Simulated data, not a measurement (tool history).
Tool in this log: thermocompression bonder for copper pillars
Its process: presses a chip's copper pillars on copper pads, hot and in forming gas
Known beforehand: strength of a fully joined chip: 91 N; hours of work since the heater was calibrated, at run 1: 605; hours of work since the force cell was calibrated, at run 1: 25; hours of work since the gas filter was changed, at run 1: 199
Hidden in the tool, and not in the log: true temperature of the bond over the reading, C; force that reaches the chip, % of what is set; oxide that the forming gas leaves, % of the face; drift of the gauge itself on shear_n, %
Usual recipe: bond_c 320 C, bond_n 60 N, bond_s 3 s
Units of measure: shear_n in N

run	hour	bond_c	bond_n	bond_s	hours of work since the heater was calibrated	hours of work since the force cell was calibrated	hours of work since the gas filter was changed	shear_n
1	0.0	320	60	3	605	25	199	36.2
2	7.7	320	60	3	608	29	203	36.1
3	19.2	320	60	3	614	34	208	36.4
4	27.6	320	60	3	618	38	212	36.1
5	36.4	320	60	3	622	42	216	35.6
6	43.9	324	60	3	625	46	220	37.1
# hour 47.7: forming gas filter changed
7	51.2	324	60	3	628	49	2	42.7
8	57.3	320	60	2	631	52	5	35.6
9	65.4	320	60	2	635	56	8	35.1
10	76.7	320	60	3	640	61	14	41.0
11	88.1	345	60	3	646	66	19	48.6
12	95.8	345	60	3	649	70	23	49.0
13	106.9	345	60	2	655	75	28	42.1
14	113.7	320	60	3	658	78	31	40.4
15	124.8	320	60	3	663	84	36	40.3
16	132.1	320	60	3	666	87	40	40.0
17	138.4	320	60	3	669	90	43	39.7
18	149.9	320	60	3	675	95	48	39.5
19	157.2	320	60	4	678	99	51	43.8
20	164.6	320	60	4	682	102	55	44.5
21	171.7	320	44	3	685	106	58	29.5
22	177.2	326	70	3	687	108	61	48.0
23	185.3	326	70	3	691	112	64	47.3
24	194.3	297	36	5	696	116	69	23.1
25	205.5	297	36	5	701	121	74	23.4
26	211.5	291	58	3	704	124	77	29.0

Forecast run 27:
27	216.6	291	58	3	706	127	79	?

shear_n: 28.9 N
Minus the tool's unlogged condition, the same run would have read shear_n 29.0 N.
